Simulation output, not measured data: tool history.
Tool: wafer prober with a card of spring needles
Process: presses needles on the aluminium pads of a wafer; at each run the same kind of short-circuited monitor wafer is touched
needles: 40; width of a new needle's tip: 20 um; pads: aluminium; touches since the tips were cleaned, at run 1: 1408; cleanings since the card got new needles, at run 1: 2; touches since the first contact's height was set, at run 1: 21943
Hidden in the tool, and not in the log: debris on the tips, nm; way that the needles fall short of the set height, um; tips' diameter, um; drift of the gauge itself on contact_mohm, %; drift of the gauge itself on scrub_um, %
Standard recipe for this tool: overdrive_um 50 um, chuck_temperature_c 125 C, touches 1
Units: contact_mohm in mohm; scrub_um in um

run,hour,overdrive_um,chuck_temperature_c,touches,touches since the tips were cleaned,cleanings since the card got new needles,touches since the first contact's height was set,contact_mohm,scrub_um
1,0,50,125,1,1408,2,21943,237,11.1
2,8,50,125,1,6136,2,26671,252,11.11
3,12.4,50,125,1,8741,2,29276,251,11.15
# hour 13.2: tips cleaned on abrasive film
4,21.4,50,125,1,4871,3,34574,251,11.09
5,27.8,50,125,1,8695,3,38398,257,11.11
# hour 28.7: tips cleaned on abrasive film
6,33.1,50,125,1,2614,4,41490,244,11.03
7,40.8,50,125,1,7133,4,46009,258,11.05
# hour 44: tips cleaned on abrasive film
8,45.2,50,125,2,725,5,48576,226,11.06
9,49.1,50,125,2,3038,5,50889,237,11.06
10,55.6,50,125,1,6940,5,54791,255,11.07
# hour 59.6: tips cleaned on abrasive film
11,60,50,125,1,246,6,57301,224,11.04
12,67.6,50,125,1,4754,6,61809,251,11.01
# hour 74.7: tips cleaned on abrasive film
13,76.2,50,125,1,910,7,66863,231,10.99
14,80.9,50,125,1,3680,7,69633,250,11.03
15,86.1,50,76,1,6768,7,72721,249,10.97
# hour 90.2: tips cleaned on abrasive film
16,91.5,50,76,1,776,8,75870,226,10.96
17,98.6,50,27,1,5018,8,80112,240,11.02
# hour 105.3: tips cleaned on abrasive film
18,107,50,27,1,1009,9,85053,216,10.93
19,112.9,50,27,1,4459,9,88503,240,10.96
# hour 120.6: tips cleaned on abrasive film
20,120.6,36,97,1,5,10,93054,221,7.81
21,125.6,40,28,1,2939,10,95988,256,8.71
22,134.8,62,28,1,8395,10,101444,224,13.63
# hour 135.7: tips cleaned on abrasive film
23,143.7,50,125,1,4791,11,106703,257,10.91
# hour 149.2: height of the first contact set anew
# hour 151: tips cleaned on abrasive film
24,151.7,50,125,1,412,12,1401,224,11.17
25,160.5,31,67,3,5676,12,6665,247,6.92
26,165.7,30,60,1,8721,12,9710,329,6.7
# hour 166.2: tips cleaned on abrasive film
27,174.4,30,60,1,4822,13,14813,319,6.65
28,180.2,68,59,1,8292,13,18283,223,15.2
# hour 181.6: tips cleaned on abrasive film
29,188,68,59,1,3821,14,22852,216,15.1
30,194.2,66,98,1,7508,14,26539,231,14.7
# hour 196.6: tips cleaned on abrasive film
31,200.7,55,33,1,2414,15,30324,223,12.2
32,206.7,37,83,1,5966,15,33876,287,8.19
# hour 211.6: tips cleaned on abrasive film
33,214.9,37,40,3,2007,16,38711,226,8.14
34,223.4,37,40,3,7048,16,43752,230,8.16

For some of the steps in contact_mohm from one run to the next: how much would appear even if the tool had no hidden state, given the settings, what came in and random variation, and how much remains for the hidden state plus any gauge scatter that the measured result and the result without hidden state don't share?
Run 20 -> 21: overdrive_um 36 -> 40, chuck_temperature_c 97 -> 28. contact_mohm +35 mohm: hidden state +56, all else -21.
Run 25 -> 26: overdrive_um 31 -> 30, chuck_temperature_c 67 -> 60, touches 3 -> 1. contact_mohm +82 mohm: hidden state +81, all else +1.
Run 27 -> 28: overdrive_um 30 -> 68, chuck_temperature_c 60 -> 59. contact_mohm -96 mohm: hidden state -83, all else -13.
Run 31 -> 32: overdrive_um 55 -> 37, chuck_temperature_c 33 -> 83. contact_mohm +64 mohm: hidden state +46, all else +18.

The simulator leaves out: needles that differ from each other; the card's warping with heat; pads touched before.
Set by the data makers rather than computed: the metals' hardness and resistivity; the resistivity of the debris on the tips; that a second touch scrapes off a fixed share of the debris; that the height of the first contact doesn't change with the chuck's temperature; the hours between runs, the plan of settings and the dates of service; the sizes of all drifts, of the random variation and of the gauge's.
